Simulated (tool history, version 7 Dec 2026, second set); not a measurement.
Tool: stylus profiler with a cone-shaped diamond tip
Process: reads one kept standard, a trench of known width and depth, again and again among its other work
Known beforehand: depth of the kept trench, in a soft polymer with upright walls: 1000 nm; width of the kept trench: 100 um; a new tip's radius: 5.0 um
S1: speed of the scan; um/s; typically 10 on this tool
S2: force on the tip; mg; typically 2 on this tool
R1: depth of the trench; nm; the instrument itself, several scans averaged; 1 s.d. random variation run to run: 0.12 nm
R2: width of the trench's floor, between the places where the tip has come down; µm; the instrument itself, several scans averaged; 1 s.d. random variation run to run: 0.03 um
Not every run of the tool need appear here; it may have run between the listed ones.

run   hour  S1    S2       R1     R2
  1      0  10     2  1006.52  93.38
  2   33.9  10  0.73  1002.96  93.32
  3   76.2  10  0.73  1002.92   93.3
  4  109.3  10  0.73  1002.67  93.29
  5  142.3  10  0.73  1002.77  93.27
  6  176.5  10  1.78  1005.79  93.28
  7  222.7  10  1.78  1005.83  93.23
  8  261.4  10     2  1006.15  93.24
  9    297   7     2   1006.5  93.23
 10  350.5   4     2  1005.91  93.21
 11  377.6   4     2  1006.06   93.2
 12  403.1  10     2  1006.22  93.13
 13  425.2  10  4.86   1011.8  93.13
 14  473.8  10  4.86  1011.89  93.09
 15  498.1  10  4.86  1011.98   93.1
 16  551.4  10     2  1006.07     93
 17  602.6  10     2  1005.84     93
 18  634.3  10     2  1005.77  92.94
 19  684.2  10     2   1005.9     93
 20  708.5  10     2   1005.7  92.93
 21  743.8  31     2  1005.65  92.81

The next listed run, before its measurement:
 22  771.6  31   2   ?   ?

{"run 22": {"R1": 1005.75, "R2": 92.86}}
The same run, on a tool lacking any hidden state, would have yielded R1 1007.13 nm, R2 93.9 µm.

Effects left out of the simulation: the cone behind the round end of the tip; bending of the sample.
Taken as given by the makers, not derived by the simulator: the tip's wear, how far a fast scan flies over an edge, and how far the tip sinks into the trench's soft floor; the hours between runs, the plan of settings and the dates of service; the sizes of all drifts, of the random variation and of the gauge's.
